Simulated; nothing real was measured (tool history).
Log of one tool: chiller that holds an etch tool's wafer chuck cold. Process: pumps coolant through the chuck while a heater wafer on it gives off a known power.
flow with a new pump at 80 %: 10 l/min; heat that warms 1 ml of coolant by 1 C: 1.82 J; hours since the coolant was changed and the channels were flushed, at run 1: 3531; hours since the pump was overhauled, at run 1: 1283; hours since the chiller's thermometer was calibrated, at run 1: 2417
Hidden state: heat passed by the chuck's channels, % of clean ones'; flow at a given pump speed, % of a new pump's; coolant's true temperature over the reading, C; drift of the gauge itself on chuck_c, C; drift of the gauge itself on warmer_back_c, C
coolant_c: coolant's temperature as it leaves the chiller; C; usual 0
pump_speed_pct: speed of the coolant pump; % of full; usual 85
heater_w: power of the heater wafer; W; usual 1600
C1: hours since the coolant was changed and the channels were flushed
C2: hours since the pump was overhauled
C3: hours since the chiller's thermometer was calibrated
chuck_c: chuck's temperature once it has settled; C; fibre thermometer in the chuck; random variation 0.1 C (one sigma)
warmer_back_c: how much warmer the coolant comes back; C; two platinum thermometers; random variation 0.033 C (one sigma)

Run 1, hour 0.0: usual settings; C1 3531; C2 1283; C3 2417. Result: chuck_c 17.6 C, warmer_back_c 5.01 C.
Run 2, hour 29.4: usual settings; C1 3561; C2 1312; C3 2447. Result: chuck_c 17.6 C, warmer_back_c 5.03 C.
Run 3, hour 60.3: usual settings but heater_w 1985 W; C1 3592; C2 1343; C3 2478. Result: chuck_c 21.8 C, warmer_back_c 6.23 C.
Run 4, hour 106.8: usual settings; C1 3638; C2 1390; C3 2524. Result: chuck_c 17.6 C, warmer_back_c 5.01 C.
Run 5, hour 160.6: usual settings but heater_w 1239 W; C1 3692; C2 1443; C3 2578. Result: chuck_c 13.7 C, warmer_back_c 3.94 C.
Run 6, hour 201.0: usual settings but heater_w 1239 W; C1 3732; C2 1484; C3 2618. Result: chuck_c 13.7 C, warmer_back_c 3.93 C.
Run 7, hour 261.3: usual settings but heater_w 1239 W; C1 3793; C2 1544; C3 2679. Result: chuck_c 13.7 C, warmer_back_c 3.91 C.
Run 8, hour 311.1: usual settings but heater_w 1239 W; C1 3842; C2 1594; C3 2728. Result: chuck_c 13.8 C, warmer_back_c 3.90 C.
Run 9, hour 368.7: usual settings but coolant_c -8 C; C1 3900; C2 1652; C3 2786. Result: chuck_c 9.8 C, warmer_back_c 5.06 C.
Run 10, hour 432.7: usual settings but coolant_c -8 C; C1 3964; C2 1716; C3 2850. Result: chuck_c 9.9 C, warmer_back_c 5.05 C.
Run 11, hour 480.6: usual settings but pump_speed_pct 78 % of full; C1 4012; C2 1763; C3 2898. Result: chuck_c 18.8 C, warmer_back_c 5.59 C.
Run 12, hour 525.8: usual settings but pump_speed_pct 78 % of full; C1 4057; C2 1809; C3 2943. Result: chuck_c 18.9 C, warmer_back_c 5.56 C.
Run 13, hour 582.0: usual settings but pump_speed_pct 61 % of full; C1 4113; C2 1865; C3 2999. Result: chuck_c 22.8 C, warmer_back_c 7.30 C.
Run 14, hour 649.7: usual settings but pump_speed_pct 80 % of full; C1 4181; C2 1933; C3 3067. Result: chuck_c 18.6 C, warmer_back_c 5.44 C.
Run 15, hour 698.3: usual settings but pump_speed_pct 80 % of full; C1 4230; C2 1981; C3 3116. Result: chuck_c 18.6 C, warmer_back_c 5.42 C.
Run 16, hour 737.6: usual settings but coolant_c 2 C; C1 4269; C2 2020; C3 3155. Result: chuck_c 20.0 C, warmer_back_c 5.01 C.
Run 17, hour 766.4: usual settings but coolant_c 2 C; C1 4298; C2 2049; C3 3184. Result: chuck_c 20.2 C, warmer_back_c 5.08 C.
At hour 773.7: chiller's thermometer calibrated.
Run 18, hour 804.8: usual settings but coolant_c 2 C; C1 4335; C2 2087; C3 31. Result: chuck_c 20.1 C, warmer_back_c 5.12 C.
Run 19, hour 848.7: usual settings but coolant_c 2 C; C1 4379; C2 2131; C3 75. Result: chuck_c 20.0 C, warmer_back_c 5.08 C.
Run 20, hour 898.3: usual settings but coolant_c -2 C, heater_w 1521 W; C1 4429; C2 2180; C3 125. Result: chuck_c 15.3 C, warmer_back_c 4.83 C.
Run 21, hour 928.5: usual settings but coolant_c -2 C, heater_w 1521 W; C1 4459; C2 2210; C3 155. Result: chuck_c 15.3 C, warmer_back_c 4.80 C.
Run 22, hour 963.5: usual settings but coolant_c -2 C, heater_w 1521 W; C1 4494; C2 2245; C3 190. Result: chuck_c 15.4 C, warmer_back_c 4.84 C.
Run 23, hour 1020.4: usual settings but coolant_c -2 C, heater_w 1521 W; C1 4551; C2 2302; C3 247. Result: chuck_c 15.2 C, warmer_back_c 4.81 C.
Run 24, hour 1061.4: usual settings but coolant_c -2 C, heater_w 1521 W; C1 4592; C2 2343; C3 288. Result: chuck_c 15.2 C, warmer_back_c 4.85 C.
Run 25, hour 1107.6: usual settings but coolant_c -2 C, heater_w 1521 W; C1 4638; C2 2390; C3 334. Result: chuck_c 15.6 C, warmer_back_c 4.84 C.
At hour 1153.7: chiller's thermometer calibrated, once more.
Run 26, hour 1160.1: usual settings but coolant_c 7 C; C1 4689; C2 2441; C3 6. Result: chuck_c 24.9 C, warmer_back_c 5.13 C.
Run 27, hour 1221.2: usual settings but pump_speed_pct 76 % of full, heater_w 1563 W; C1 4750; C2 2502; C3 67. Result: chuck_c 19.0 C, warmer_back_c 5.66 C.
Run 28, hour 1279.7: usual settings but pump_speed_pct 76 % of full, heater_w 1563 W; C1 4809; C2 2561; C3 126. Result: chuck_c 19.0 C, warmer_back_c 5.73 C.
Run 29, hour 1329.8: usual settings but coolant_c -2 C, pump_speed_pct 86 % of full, heater_w 963 W; C1 4859; C2 2611; C3 176. Result: chuck_c 8.7 C, warmer_back_c 2.98 C.
Run 30, hour 1373.0: usual settings but coolant_c -2 C, pump_speed_pct 86 % of full, heater_w 963 W; C1 4902; C2 2654; C3 219. Result: chuck_c 8.9 C, warmer_back_c 3.01 C.
Run 31, hour 1430.5: usual settings but coolant_c -2 C, pump_speed_pct 86 % of full, heater_w 963 W; C1 4960; C2 2711; C3 277. Result: chuck_c 8.8 C, warmer_back_c 3.06 C.
Run 32, hour 1480.0: usual settings but coolant_c -2 C, pump_speed_pct 88 % of full, heater_w 1784 W; C1 5009; C2 2761; C3 326. Result: chuck_c 17.6 C, warmer_back_c 5.48 C.
Run 33, hour 1544.5: usual settings but coolant_c -2 C, pump_speed_pct 88 % of full, heater_w 1784 W; C1 5074; C2 2825; C3 391. Result: chuck_c 17.6 C, warmer_back_c 5.52 C.

3 ways to go on from here, each from the tool as it stands after run 33. What would each give?
Run A, hour 1588.4: usual settings but coolant_c -2 C, pump_speed_pct 94 % of full, heater_w 1975 W; C1 5118; C2 2869; C3 435. Result: chuck_c ?, warmer_back_c ?.
Run B, hour 1588.4: usual settings but coolant_c -2 C, pump_speed_pct 63 % of full, heater_w 1784 W; C1 5118; C2 2869; C3 435. Result: chuck_c ?, warmer_back_c ?.
Run C, hour 1588.4: usual settings but heater_w 1059 W; C1 5118; C2 2869; C3 435. Result: chuck_c ?, warmer_back_c ?.

run  chuck_c  warmer_back_c
  A     18.7           5.73
  B     23.1           8.03
  C     12.0           3.39
Without the tool's hidden state the same runs would have given:
run  chuck_c  warmer_back_c
  A     16.8           5.49
  B     20.9           7.70
  C     10.9           3.25

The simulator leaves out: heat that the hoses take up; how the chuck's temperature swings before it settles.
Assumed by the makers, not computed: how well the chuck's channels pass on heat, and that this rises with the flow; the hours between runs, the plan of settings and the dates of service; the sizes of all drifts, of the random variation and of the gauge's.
